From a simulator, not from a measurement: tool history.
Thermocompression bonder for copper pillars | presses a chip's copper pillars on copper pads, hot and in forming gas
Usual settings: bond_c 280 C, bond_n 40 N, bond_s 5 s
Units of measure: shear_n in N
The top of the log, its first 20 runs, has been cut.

| run | hour | bond_c | bond_n | bond_s | shear_n |
|---|---|---|---|---|---|
| 21 | 258.2 | 280 | 40 | 9 | 116.9 |
| 22 | 271.9 | 263 | 52 | 9 | 117.4 |
| 23 | 285.4 | 263 | 52 | 9 | 117.4 |
| 24 | 294.1 | 276 | 52 | 4 | 108.9 |
| 25 | 308.1 | 276 | 35 | 14 | 118.7 |
|  | 316.9 | gauge calibrated |
| 26 | 317.7 | 274 | 51 | 12 | 126.3 |
| 27 | 325.6 | 262 | 27 | 5 | 66.1 |
| 28 | 335.3 | 262 | 27 | 5 | 65.6 |
| 29 | 349.5 | 294 | 32 | 11 | 120.6 |
| 30 | 365.4 | 280 | 36 | 3 | 83.0 |
| 31 | 380.0 | 306 | 40 | 4 | 117.1 |
|  | 385.8 | forming gas filter changed |
| 32 | 388.9 | 306 | 40 | 4 | 116.8 |
| 33 | 405.4 | 306 | 40 | 4 | 116.8 |
| 34 | 416.2 | 300 | 45 | 5 | 124.2 |
| 35 | 424.2 | 307 | 60 | 8 | 141.3 |
| 36 | 439.2 | 307 | 32 | 8 | 123.4 |
| 37 | 448.5 | 298 | 44 | 13 | 138.2 |
| 38 | 463.5 | 280 | 40 | 6 | 108.4 |

Below are 3 alternative next runs, each starting from the tool's condition after run 38. Predict each:
| A | 479.5 | 280 | 40 | 4 | ? |
| B | 479.5 | 296 | 59 | 10 | ? |
| C | 479.5 | 294 | 31 | 8 | ? |

| run | shear_n |
|---|---|
| A | 98.5 |
| B | 141.4 |
| C | 114.0 |
With the hidden condition removed and each run's random variation left untouched, the same runs would have given:
| run | shear_n |
|---|---|
| A | 96.0 |
| B | 137.8 |
| C | 111.0 |

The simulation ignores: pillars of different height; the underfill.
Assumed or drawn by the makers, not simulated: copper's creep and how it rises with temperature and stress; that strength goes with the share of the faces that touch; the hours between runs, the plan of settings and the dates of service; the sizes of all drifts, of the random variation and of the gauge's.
